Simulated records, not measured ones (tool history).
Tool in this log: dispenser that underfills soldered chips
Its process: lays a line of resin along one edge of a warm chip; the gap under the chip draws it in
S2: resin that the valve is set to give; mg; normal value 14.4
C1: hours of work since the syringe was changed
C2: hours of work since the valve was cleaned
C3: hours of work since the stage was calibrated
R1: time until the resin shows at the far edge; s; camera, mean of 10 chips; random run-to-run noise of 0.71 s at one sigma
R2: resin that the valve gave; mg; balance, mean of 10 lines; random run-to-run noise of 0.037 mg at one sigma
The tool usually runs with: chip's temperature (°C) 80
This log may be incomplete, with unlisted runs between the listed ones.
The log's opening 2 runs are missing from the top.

{"hour": 8.9, "done": "new syringe of resin"}
{"run": 3, "hour": 11.2, "chip's temperature (°C)": 82, "S2": 14.4, "C1": 2, "C2": 67, "C3": 195, "R1": 68.1, "R2": 13.61}
{"run": 4, "hour": 17.2, "chip's temperature (°C)": 71, "S2": 14.4, "C1": 6, "C2": 71, "C3": 199, "R1": 152.4, "R2": 13.56}
{"hour": 21.8, "done": "dispensing valve cleaned and set on the balance"}
{"run": 5, "hour": 22.4, "chip's temperature (°C)": 71, "S2": 14.4, "C1": 9, "C2": 0, "C3": 202, "R1": 174.4, "R2": 14.41}
{"hour": 26.1, "done": "new syringe of resin"}
{"run": 6, "hour": 27.7, "chip's temperature (°C)": 71, "S2": 14.4, "C1": 1, "C2": 4, "C3": 206, "R1": 118.7, "R2": 14.3}
{"run": 7, "hour": 33.4, "chip's temperature (°C)": 71, "S2": 14.4, "C1": 5, "C2": 8, "C3": 210, "R1": 146.2, "R2": 14.28}
{"run": 8, "hour": 40.3, "chip's temperature (°C)": 71, "S2": 14.4, "C1": 10, "C2": 13, "C3": 214, "R1": 191.9, "R2": 14.3}
{"hour": 42.2, "done": "new syringe of resin"}
{"run": 9, "hour": 45.4, "chip's temperature (°C)": 91, "S2": 14.4, "C1": 2, "C2": 16, "C3": 218, "R1": 47.3, "R2": 14.16}
{"run": 10, "hour": 49.2, "chip's temperature (°C)": 91, "S2": 14.4, "C1": 5, "C2": 19, "C3": 220, "R1": 54.2, "R2": 14.2}
{"run": 11, "hour": 54.0, "chip's temperature (°C)": 80, "S2": 14.4, "C1": 8, "C2": 22, "C3": 224, "R1": 110.9, "R2": 14.18}
{"hour": 57.9, "done": "new syringe of resin"}
{"run": 12, "hour": 58.2, "chip's temperature (°C)": 80, "S2": 14.4, "C1": 0, "C2": 25, "C3": 227, "R1": 71.6, "R2": 14.11}
{"run": 13, "hour": 62.2, "chip's temperature (°C)": 80, "S2": 14.4, "C1": 3, "C2": 28, "C3": 229, "R1": 82.7, "R2": 14.09}
{"run": 14, "hour": 66.0, "chip's temperature (°C)": 80, "S2": 14.4, "C1": 6, "C2": 30, "C3": 232, "R1": 94, "R2": 13.99}
{"run": 15, "hour": 69.4, "chip's temperature (°C)": 80, "S2": 14.4, "C1": 8, "C2": 33, "C3": 234, "R1": 108.1, "R2": 13.94}
{"hour": 74.0, "done": "new syringe of resin"}
{"run": 16, "hour": 75.8, "chip's temperature (°C)": 80, "S2": 14.4, "C1": 1, "C2": 37, "C3": 239, "R1": 76, "R2": 13.9}
{"run": 17, "hour": 81.7, "chip's temperature (°C)": 80, "S2": 14.4, "C1": 5, "C2": 41, "C3": 243, "R1": 94.4, "R2": 13.85}
{"run": 18, "hour": 85.1, "chip's temperature (°C)": 79, "S2": 14.4, "C1": 8, "C2": 43, "C3": 245, "R1": 112.2, "R2": 13.83}
{"run": 19, "hour": 88.4, "chip's temperature (°C)": 79, "S2": 14.4, "C1": 10, "C2": 46, "C3": 247, "R1": 127.7, "R2": 13.87}
{"hour": 89.9, "done": "new syringe of resin"}
{"run": 20, "hour": 95.5, "chip's temperature (°C)": 80, "S2": 16.7, "C1": 4, "C2": 51, "C3": 252, "R1": 84.9, "R2": 16.02}
{"run": 21, "hour": 101.7, "chip's temperature (°C)": 83, "S2": 18.2, "C1": 8, "C2": 55, "C3": 257, "R1": 93.9, "R2": 17.36}
{"hour": 105.8, "done": "new syringe of resin"}
{"run": 22, "hour": 107.7, "chip's temperature (°C)": 84, "S2": 12.2, "C1": 1, "C2": 59, "C3": 261, "R1": 65.2, "R2": 11.65}

Estimate the outcome of run 23 from the log above:
{"run": 23, "hour": 111.6, "chip's temperature (°C)": 84, "S2": 12.2, "C1": 4, "C2": 62, "C3": 263, "R1": "?", "R2": "?"}

R1: 73.8 s
R2: 11.6 mg
Had the tool carried no hidden state, the very same run would have given R1 52.6 s, R2 12.22 mg.
